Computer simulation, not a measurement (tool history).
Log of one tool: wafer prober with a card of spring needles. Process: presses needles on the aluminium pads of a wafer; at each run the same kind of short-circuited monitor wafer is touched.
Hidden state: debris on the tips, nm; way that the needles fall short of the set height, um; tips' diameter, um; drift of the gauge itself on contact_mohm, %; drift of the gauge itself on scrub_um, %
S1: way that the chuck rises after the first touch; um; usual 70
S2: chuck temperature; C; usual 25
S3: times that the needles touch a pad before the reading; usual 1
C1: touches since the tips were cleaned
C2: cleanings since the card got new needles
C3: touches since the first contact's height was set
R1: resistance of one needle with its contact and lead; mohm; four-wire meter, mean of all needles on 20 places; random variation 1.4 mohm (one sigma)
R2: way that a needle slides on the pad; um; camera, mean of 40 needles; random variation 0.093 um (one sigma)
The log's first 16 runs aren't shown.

| run | day | S1 | S2 | S3 | C1 | C2 | C3 | R1 | R2 |
|---|---|---|---|---|---|---|---|---|---|
|  | 14.204 | tips cleaned on abrasive film |
|  | 14.921 | tips cleaned on abrasive film |
| 17 | 14.925 | 90 | 25 | 1 | 28 | 75 | 130006 | 125 | 16.76 |
|  | 15.642 | tips cleaned on abrasive film |
| 18 | 16.108 | 64 | 25 | 1 | 2130 | 76 | 135383 | 123 | 11.74 |
|  | 16.4 | tips cleaned on abrasive film |
| 19 | 16.892 | 78 | 25 | 1 | 2233 | 77 | 138926 | 125 | 14.4 |
|  | 17.112 | tips cleaned on abrasive film |
|  | 17.854 | tips cleaned on abrasive film |
| 20 | 17.867 | 66 | 77 | 2 | 55 | 79 | 143336 | 132 | 12.33 |
|  | 18.283 | height of the first contact set anew |
|  | 18.575 | tips cleaned on abrasive film |
| 21 | 19.071 | 70 | 78 | 2 | 2261 | 80 | 3557 | 137 | 12.9 |
|  | 19.288 | tips cleaned on abrasive film |
| 22 | 19.888 | 70 | 25 | 1 | 2725 | 81 | 7262 | 127 | 12.99 |
|  | 20.083 | tips cleaned on abrasive film |
| 23 | 20.7 | 70 | 25 | 1 | 2811 | 82 | 10957 | 126 | 13.07 |
|  | 20.862 | tips cleaned on abrasive film |
|  | 21.596 | tips cleaned on abrasive film |
| 24 | 21.712 | 67 | 25 | 2 | 527 | 84 | 15527 | 125 | 12.49 |
|  | 22.3 | tips cleaned on abrasive film |
| 25 | 22.3 | 90 | 25 | 1 | 0 | 85 | 18191 | 123 | 16.72 |
|  | 23.033 | tips cleaned on abrasive film |
| 26 | 23.254 | 82 | 103 | 1 | 1010 | 86 | 22519 | 138 | 15.24 |
|  | 23.825 | tips cleaned on abrasive film |
| 27 | 24.054 | 82 | 103 | 1 | 1047 | 87 | 26142 | 135 | 15.37 |
|  | 24.517 | tips cleaned on abrasive film |
|  | 25.221 | tips cleaned on abrasive film |
| 28 | 25.221 | 51 | 25 | 1 | 0 | 89 | 31433 | 124 | 9.4 |
| 29 | 25.733 | 53 | 44 | 1 | 2333 | 89 | 33766 | 128 | 9.77 |
|  | 25.925 | tips cleaned on abrasive film |
| 30 | 26.308 | 65 | 93 | 1 | 1749 | 90 | 36364 | 136 | 12.2 |
|  | 26.683 | tips cleaned on abrasive film |
| 31 | 27.283 | 61 | 93 | 2 | 2744 | 91 | 40797 | 138 | 11.39 |
|  | 27.429 | tips cleaned on abrasive film |
| 32 | 27.804 | 57 | 30 | 3 | 1717 | 92 | 43145 | 127 | 10.48 |

3 ways to go on from here, each from the tool as it stands after run 32. What would each give?
|  | 28.162 | tips cleaned on abrasive film |
|  | 28.875 | tips cleaned on abrasive film |
| A | 29.033 | 61 | 65 | 2 | 715 | 94 | 48701 | ? | ? |
|  | 28.162 | tips cleaned on abrasive film |
|  | 28.875 | tips cleaned on abrasive film |
| B | 29.033 | 57 | 76 | 2 | 715 | 94 | 48701 | ? | ? |
|  | 28.162 | tips cleaned on abrasive film |
|  | 28.875 | tips cleaned on abrasive film |
| C | 29.033 | 70 | 56 | 2 | 715 | 94 | 48701 | ? | ? |

| run | R1 | R2 |
|---|---|---|
| A | 132 | 11.45 |
| B | 135 | 10.53 |
| C | 129 | 13.04 |
Without the tool's hidden state the same runs would have given:
| run | R1 | R2 |
|---|---|---|
| A | 132 | 11.45 |
| B | 135 | 10.53 |
| C | 129 | 13.04 |

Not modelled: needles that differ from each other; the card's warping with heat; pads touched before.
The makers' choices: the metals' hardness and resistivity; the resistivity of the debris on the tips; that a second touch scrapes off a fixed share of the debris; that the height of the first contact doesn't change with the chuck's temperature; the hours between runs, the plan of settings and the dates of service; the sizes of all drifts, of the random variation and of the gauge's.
